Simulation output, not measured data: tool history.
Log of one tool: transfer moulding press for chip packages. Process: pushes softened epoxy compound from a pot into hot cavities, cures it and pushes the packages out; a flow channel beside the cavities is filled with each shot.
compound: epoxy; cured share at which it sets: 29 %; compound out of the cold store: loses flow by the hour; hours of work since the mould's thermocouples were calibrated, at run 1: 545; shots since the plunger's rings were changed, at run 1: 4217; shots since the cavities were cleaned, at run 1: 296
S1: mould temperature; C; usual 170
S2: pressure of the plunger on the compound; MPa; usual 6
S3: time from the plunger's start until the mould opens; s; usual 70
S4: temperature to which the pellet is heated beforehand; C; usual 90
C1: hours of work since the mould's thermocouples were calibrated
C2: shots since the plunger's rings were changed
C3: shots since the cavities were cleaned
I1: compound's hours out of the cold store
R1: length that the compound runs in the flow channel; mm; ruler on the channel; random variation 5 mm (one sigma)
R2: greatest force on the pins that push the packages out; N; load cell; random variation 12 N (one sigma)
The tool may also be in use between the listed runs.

Run 1, hour 0: usual settings; C1 545; C2 4217; C3 296; I1 23.7. Result: R1 555 mm, R2 565 N.
At hour 10.2: cavities cleaned with cleaning compound and waxed.
At hour 34.2: cavities cleaned with cleaning compound and waxed.
At hour 58.4: cavities cleaned with cleaning compound and waxed.
Run 2, hour 58.4: usual settings; C1 588; C2 5381; C3 0; I1 22.3. Result: R1 567 mm, R2 588 N.
At hour 70.8: plunger's sealing rings changed.
At hour 85.4: cavities cleaned with cleaning compound and waxed.
Run 3, hour 96.2: usual settings but S2 4.53 MPa; C1 615; C2 516; C3 232; I1 40.1. Result: R1 467 mm, R2 545 N.
At hour 114.1: cavities cleaned with cleaning compound and waxed.
At hour 141.3: cavities cleaned with cleaning compound and waxed.
Run 4, hour 152.4: usual settings; C1 657; C2 1664; C3 240; I1 38.5. Result: R1 538 mm, R2 547 N.
At hour 165.4: cavities cleaned with cleaning compound and waxed.
At hour 189.1: cavities cleaned with cleaning compound and waxed.
At hour 212.8: cavities cleaned with cleaning compound and waxed.
Run 5, hour 212.8: usual settings but S1 176 C; C1 701; C2 2871; C3 0; I1 13.8. Result: R1 566 mm, R2 425 N.
At hour 241: cavities cleaned with cleaning compound and waxed.
Run 6, hour 246.7: usual settings but S1 176 C; C1 727; C2 3571; C3 122; I1 45. Result: R1 510 mm, R2 421 N.
At hour 268.3: cavities cleaned with cleaning compound and waxed.
At hour 275.2: mould's thermocouples calibrated.
At hour 294: cavities cleaned with cleaning compound and waxed.
Run 7, hour 297.6: usual settings; C1 17; C2 4562; C3 78; I1 16.3. Result: R1 578 mm, R2 593 N.
At hour 319.5: cavities cleaned with cleaning compound and waxed.
At hour 345.2: cavities cleaned with cleaning compound and waxed.
At hour 353.2: plunger's sealing rings changed.
At hour 373.6: cavities cleaned with cleaning compound and waxed.
Run 8, hour 373.6: usual settings; C1 71; C2 408; C3 0; I1 32.9. Result: R1 556 mm, R2 570 N.
At hour 399.5: cavities cleaned with cleaning compound and waxed.
Run 9, hour 413.4: usual settings; C1 102; C2 1235; C3 300; I1 18.9. Result: R1 579 mm, R2 570 N.
At hour 423.8: cavities cleaned with cleaning compound and waxed.
At hour 452.2: cavities cleaned with cleaning compound and waxed.
Run 10, hour 469.2: usual settings but S3 100 s; C1 144; C2 2375; C3 366; I1 39.6. Result: R1 537 mm, R2 383 N.
At hour 480.6: cavities cleaned with cleaning compound and waxed.
At hour 507.4: cavities cleaned with cleaning compound and waxed.
At hour 532.8: cavities cleaned with cleaning compound and waxed.
Run 11, hour 537.3: usual settings but S1 164 C, S2 6.16 MPa, S3 100 s, S4 82 C; C1 194; C2 3747; C3 96; I1 45.8. Result: R1 546 mm, R2 438 N.
At hour 558.6: cavities cleaned with cleaning compound and waxed.
At hour 587: cavities cleaned with cleaning compound and waxed.
At hour 611.1: cavities cleaned with cleaning compound and waxed.
Run 12, hour 614.9: usual settings but S2 6.66 MPa, S3 74 s, S4 87 C; C1 253; C2 5325; C3 82; I1 42.3. Result: R1 575 mm, R2 503 N.
At hour 633.5: plunger's sealing rings changed.
At hour 638.4: cavities cleaned with cleaning compound and waxed.
Run 13, hour 660.1: usual settings but S3 104 s, S4 82 C; C1 285; C2 540; C3 467; I1 20.5. Result: R1 580 mm, R2 396 N.
At hour 665.4: cavities cleaned with cleaning compound and waxed.
At hour 691.3: cavities cleaned with cleaning compound and waxed.
At hour 716.9: cavities cleaned with cleaning compound and waxed.
Run 14, hour 727.6: usual settings but S4 93 C; C1 335; C2 1902; C3 232; I1 46.9. Result: R1 528 mm, R2 539 N.
At hour 742: cavities cleaned with cleaning compound and waxed.
At hour 767.9: cavities cleaned with cleaning compound and waxed.
At hour 794.3: cavities cleaned with cleaning compound and waxed.
Run 15, hour 798.4: usual settings but S4 93 C; C1 388; C2 3332; C3 88; I1 41. Result: R1 540 mm, R2 553 N.
At hour 821.6: cavities cleaned with cleaning compound and waxed.
At hour 850.4: cavities cleaned with cleaning compound and waxed.
Run 16, hour 869.6: usual settings but S2 5.99 MPa, S4 81 C; C1 442; C2 4805; C3 415; I1 42. Result: R1 540 mm, R2 591 N.
At hour 876.6: cavities cleaned with cleaning compound and waxed.
At hour 903: cavities cleaned with cleaning compound and waxed.
At hour 914.3: plunger's sealing rings changed.
At hour 932.4: cavities cleaned with cleaning compound and waxed.
Run 17, hour 936.1: usual settings but S1 172 C, S2 5.99 MPa, S3 82 s, S4 81 C; C1 490; C2 437; C3 81; I1 33.5. Result: R1 548 mm, R2 410 N.
At hour 959: cavities cleaned with cleaning compound and waxed.
Run 18, hour 969.7: usual settings but S1 172 C, S2 5.99 MPa, S3 82 s, S4 81 C; C1 515; C2 1131; C3 232; I1 45.7. Result: R1 533 mm, R2 406 N.
At hour 987.7: cavities cleaned with cleaning compound and waxed.
At hour 1014.2: cavities cleaned with cleaning compound and waxed.
At hour 1040.6: cavities cleaned with cleaning compound and waxed.
Run 19, hour 1047.8: usual settings but S1 172 C, S2 5.99 MPa, S3 82 s, S4 81 C; C1 574; C2 2718; C3 154; I1 39.6. Result: R1 535 mm, R2 417 N.

5 ways to go on from here, each from the tool as it stands after run 19. What would each give?
At hour 1064.6: cavities cleaned with cleaning compound and waxed.
At hour 1089.2: cavities cleaned with cleaning compound and waxed.
Run A, hour 1100.2: usual settings but S1 175 C, S2 5.99 MPa, S3 92 s, S4 91 C; C1 613; C2 3785; C3 238; I1 20.8. Result: R1 ?, R2 ?.
At hour 1064.6: cavities cleaned with cleaning compound and waxed.
At hour 1089.2: cavities cleaned with cleaning compound and waxed.
Run B, hour 1100.2: usual settings but S1 166 C, S2 6.73 MPa, S3 101 s; C1 613; C2 3785; C3 238; I1 37.4. Result: R1 ?, R2 ?.
At hour 1064.6: cavities cleaned with cleaning compound and waxed.
At hour 1089.2: cavities cleaned with cleaning compound and waxed.
Run C, hour 1100.2: usual settings but S1 165 C, S4 95 C; C1 613; C2 3785; C3 238; I1 22.6. Result: R1 ?, R2 ?.
At hour 1064.6: cavities cleaned with cleaning compound and waxed.
At hour 1089.2: cavities cleaned with cleaning compound and waxed.
Run D, hour 1100.2: usual settings but S1 164 C, S2 6.99 MPa, S3 83 s; C1 613; C2 3785; C3 238; I1 29.6. Result: R1 ?, R2 ?.
At hour 1064.6: cavities cleaned with cleaning compound and waxed.
At hour 1089.2: cavities cleaned with cleaning compound and waxed.
Run E, hour 1100.2: usual settings but S1 174 C, S3 51 s, S4 85 C; C1 613; C2 3785; C3 238; I1 11.1. Result: R1 ?, R2 ?.

run   R1    R2
  A  562   376
  B  584   412
  C  576   807
  D  622   600
  E  565  1046
Without the tool's hidden state the same runs would have given:
run   R1    R2
  A  563   374
  B  585   411
  C  576   804
  D  623   597
  E  566  1042
